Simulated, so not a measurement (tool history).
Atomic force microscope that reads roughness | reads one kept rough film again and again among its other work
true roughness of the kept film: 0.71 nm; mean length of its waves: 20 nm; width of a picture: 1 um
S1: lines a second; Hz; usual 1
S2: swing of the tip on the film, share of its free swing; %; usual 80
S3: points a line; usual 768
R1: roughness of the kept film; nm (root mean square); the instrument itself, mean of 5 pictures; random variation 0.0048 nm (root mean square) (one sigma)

run	hour	S1	S2	S3	R1
1	0	1	80	768	0.636
2	28	1	80	316	0.62
3	53.7	1	80	316	0.617
4	84.2	1	80	768	0.62
5	121.1	1	80	768	0.602
6	163.2	1	80	768	0.604
7	198.3	1	80	768	0.578
8	223.2	1	64	768	0.588
9	273.3	1	64	768	0.573
# hour 300.1: new tip fitted
10	319.9	0.78	80	768	0.651
11	352.6	1	80	768	0.63
12	387.2	1	80	768	0.609
13	419	1	80	768	0.602
14	442.6	1	80	768	0.591
15	487.7	1	80	768	0.581
16	533.4	1	80	768	0.565
17	563	1	80	768	0.557
18	585.2	1	80	768	0.559
# hour 599.1: new tip fitted
19	607.9	1	58	768	0.661
20	652.6	1	58	768	0.645
21	682	1	80	518	0.614
22	711.4	2.58	80	518	0.566
23	733.1	2.58	80	518	0.555
24	783.1	2.58	85	951	0.536
25	808.8	0.92	57	306	0.576
26	843.3	3.71	73	315	0.515
27	880	3.71	73	315	0.512
# hour 899.1: new tip fitted
28	917.6	3.71	73	315	0.58
29	951.1	3.71	83	405	0.54
30	979.1	0.85	69	540	0.628
31	1015.2	2.52	71	549	0.585
32	1044.2	1.67	60	480	0.597
33	1075	1.67	72	480	0.58
34	1109.5	1.67	72	480	0.564
35	1152	1	71	348	0.564
36	1191.4	1.81	80	501	0.526
# hour 1199.2: new tip fitted
37	1214	1.81	80	501	0.617

4 ways to go on from here, each from the tool as it stands after run 37. What would each give?
A	1239.5	1.81	80	525	?
B	1239.5	3.64	80	501	?
C	1239.5	1	65	768	?
D	1239.5	3.22	57	723	?

run	R1
A	0.598
B	0.565
C	0.646
D	0.627
Without the tool's hidden state the same runs would have given:
run	R1
A	0.618
B	0.584
C	0.668
D	0.649

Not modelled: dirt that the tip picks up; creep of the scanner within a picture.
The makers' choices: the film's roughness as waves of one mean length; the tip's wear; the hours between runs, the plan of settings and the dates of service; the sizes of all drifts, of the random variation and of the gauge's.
